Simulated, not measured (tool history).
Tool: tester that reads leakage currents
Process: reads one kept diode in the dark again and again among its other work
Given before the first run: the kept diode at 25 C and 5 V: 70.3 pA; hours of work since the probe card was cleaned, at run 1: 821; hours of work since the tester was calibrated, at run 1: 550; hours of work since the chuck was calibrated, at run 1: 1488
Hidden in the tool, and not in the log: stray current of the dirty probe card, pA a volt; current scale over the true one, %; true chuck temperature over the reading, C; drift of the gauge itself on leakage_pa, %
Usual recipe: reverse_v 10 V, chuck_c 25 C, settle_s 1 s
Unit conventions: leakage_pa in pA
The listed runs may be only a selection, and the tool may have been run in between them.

| run | hour | reverse_v | chuck_c | settle_s | hours of work since the probe card was cleaned | hours of work since the tester was calibrated | hours of work since the chuck was calibrated | leakage_pa |
|---|---|---|---|---|---|---|---|---|
| 1 | 0 | 10 | 25 | 1 | 821 | 550 | 1488 | 96.18 |
| 2 | 22.9 | 10 | 25 | 1 | 838 | 567 | 1505 | 96.76 |
| 3 | 37.4 | 10 | 25 | 1 | 849 | 577 | 1516 | 96.54 |
| 4 | 58 | 10 | 25 | 3 | 864 | 593 | 1531 | 94.52 |
| 5 | 77.1 | 10 | 25 | 3 | 878 | 607 | 1545 | 94.28 |
| 6 | 94.8 | 10 | 25 | 3 | 891 | 620 | 1558 | 94.66 |
| 7 | 116.4 | 10 | 25 | 3 | 907 | 636 | 1574 | 94.05 |
| 8 | 135.8 | 10 | 25 | 3 | 921 | 650 | 1588 | 94.42 |
| 9 | 157.3 | 10 | 53 | 1 | 937 | 666 | 1604 | 964.1 |
| 10 | 173.1 | 10 | 53 | 1 | 949 | 677 | 1616 | 964.37 |
| 11 | 192.6 | 10 | 53 | 1 | 963 | 692 | 1630 | 958.88 |
| 12 | 218.3 | 10 | 25 | 1 | 982 | 711 | 1649 | 96.24 |
| 13 | 235.4 | 10 | 25 | 1 | 995 | 723 | 1662 | 96.43 |
| 14 | 257 | 10 | 25 | 1 | 1011 | 739 | 1678 | 96.48 |
| 15 | 275.8 | 10 | 25 | 1 | 1025 | 753 | 1692 | 96.37 |
| 16 | 302.6 | 10 | 25 | 1 | 1044 | 773 | 1711 | 96.16 |
| 17 | 326.4 | 10 | 25 | 1 | 1062 | 790 | 1729 | 96.02 |
|  | 329.8 | chuck's temperature calibrated |
| 18 | 353 | 10 | 25 | 1 | 1080 | 809 | 17 | 92.61 |
| 19 | 372.8 | 10 | 25 | 1 | 1095 | 823 | 32 | 93.41 |
| 20 | 400.5 | 10 | 25 | 1 | 1115 | 844 | 52 | 93.31 |
| 21 | 424.6 | 3.6 | 25 | 1 | 1133 | 861 | 70 | 53.16 |
|  | 435 | chuck's temperature calibrated, once more |
| 22 | 445.1 | 3.6 | 21 | 1 | 1147 | 875 | 7 | 44.91 |
| 23 | 463.2 | 3.7 | 25 | 1.96 | 1160 | 888 | 21 | 63.47 |
| 24 | 490.3 | 10 | 21 | 1 | 1180 | 908 | 41 | 79.08 |
| 25 | 507.7 | 10 | 21 | 1 | 1193 | 921 | 54 | 79.27 |
| 26 | 521.5 | 3.1 | 53 | 1 | 1203 | 931 | 64 | 597.77 |
| 27 | 543.2 | 10.6 | 43 | 1 | 1219 | 947 | 80 | 503.76 |
| 28 | 562 | 10.6 | 43 | 1 | 1233 | 961 | 94 | 504.58 |
| 29 | 585.7 | 2.3 | 48 | 9.01 | 1250 | 979 | 111 | 342.24 |
| 30 | 612.9 | 6.9 | 25 | 2.07 | 1270 | 999 | 131 | 88.75 |
| 31 | 638.2 | 6.9 | 25 | 2.07 | 1289 | 1017 | 150 | 88.83 |
| 32 | 657.1 | 2.6 | 59 | 1.52 | 1303 | 1031 | 164 | 854.92 |
| 33 | 678 | 2.6 | 34 | 4.01 | 1318 | 1047 | 179 | 114.96 |
| 34 | 700.2 | 6.2 | 44 | 1.65 | 1335 | 1063 | 196 | 409.97 |
| 35 | 717.2 | 6.2 | 44 | 1.65 | 1347 | 1076 | 208 | 414.12 |
| 36 | 743.1 | 10 | 25 | 3.81 | 1366 | 1095 | 227 | 108.05 |
| 37 | 771.3 | 3.4 | 31 | 3.81 | 1387 | 1116 | 248 | 101.77 |
| 38 | 798.5 | 3.4 | 31 | 3.81 | 1407 | 1136 | 268 | 101.29 |
| 39 | 816.8 | 1.6 | 31 | 3.81 | 1421 | 1149 | 282 | 68.78 |
| 40 | 832.4 | 10 | 28 | 0.41 | 1432 | 1161 | 293 | 145.78 |

How would selected steps in leakage_pa from run to run divide? Give the signed amount a tool lacking its hidden state would still show from settings, what came in and random variation, and the signed amount left for the hidden state, including any gauge scatter that is not in both of the compared results.
Run 8 -> 9: chuck_c 25 -> 53, settle_s 3 -> 1. leakage_pa +869.68 pA: hidden state -101.6, all else +971.28.
Run 11 -> 12: chuck_c 53 -> 25. leakage_pa -862.64 pA: hidden state +102.51, all else -965.15.
Run 21 -> 22: chuck_c 25 -> 21, chuck's temperature calibrated, once more. leakage_pa -8.25 pA: hidden state +10.21, all else -18.46.
Run 31 -> 32: reverse_v 6.9 -> 2.6, chuck_c 25 -> 59, settle_s 2.07 -> 1.52. leakage_pa +766.09 pA: hidden state -10.09, all else +776.18.

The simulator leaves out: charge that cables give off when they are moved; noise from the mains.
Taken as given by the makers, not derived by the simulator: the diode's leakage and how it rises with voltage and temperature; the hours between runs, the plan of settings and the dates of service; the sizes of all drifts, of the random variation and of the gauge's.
